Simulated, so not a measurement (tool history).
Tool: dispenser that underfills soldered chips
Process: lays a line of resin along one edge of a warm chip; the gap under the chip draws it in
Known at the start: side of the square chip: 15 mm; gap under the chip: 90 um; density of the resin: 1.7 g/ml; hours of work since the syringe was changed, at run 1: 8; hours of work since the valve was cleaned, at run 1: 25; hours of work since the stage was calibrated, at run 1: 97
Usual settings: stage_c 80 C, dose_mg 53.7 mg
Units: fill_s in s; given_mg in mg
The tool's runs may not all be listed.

run	hour	stage_c	dose_mg	hours of work since the syringe was changed	hours of work since the valve was cleaned	hours of work since the stage was calibrated	fill_s	given_mg
1	0.0	80	53.7	8	25	97	275.0	52.85
# hour 3.7: new syringe of resin
2	3.8	80	53.7	0	28	100	147.0	52.86
3	8.0	80	53.7	3	31	103	194.2	52.67
4	13.4	80	53.7	8	35	108	265.0	52.70
# hour 18.1: new syringe of resin
5	18.6	80	53.7	0	39	111	153.0	52.78
6	21.0	84	53.7	2	41	113	151.0	52.73
7	24.9	94	49.4	5	44	117	126.8	48.26
8	28.6	76	60.1	8	47	119	324.6	58.57
9	32.0	76	60.1	11	50	122	397.8	58.51
# hour 32.6: new syringe of resin
10	37.5	88	63.3	4	54	126	135.2	61.56
11	42.9	88	63.3	8	58	131	188.4	61.23
# hour 47.0: new syringe of resin
12	47.6	71	68.9	0	62	134	228.0	66.67

4 ways to go on from here, each from the tool as it stands after run 12. What would each give?
A	52.0	72	46.0	4	65	138	?	?
B	52.0	85	53.7	4	65	138	?	?
C	52.0	83	59.3	4	65	138	?	?
D	52.0	84	66.7	4	65	138	?	?

run	fill_s	given_mg
A	296.8	44.24
B	165.4	51.80
C	173.9	57.50
D	163.6	64.25
Without the tool's hidden state the same runs would have given:
run	fill_s	given_mg
A	213.8	45.78
B	119.9	53.60
C	126.5	59.50
D	119.1	66.48

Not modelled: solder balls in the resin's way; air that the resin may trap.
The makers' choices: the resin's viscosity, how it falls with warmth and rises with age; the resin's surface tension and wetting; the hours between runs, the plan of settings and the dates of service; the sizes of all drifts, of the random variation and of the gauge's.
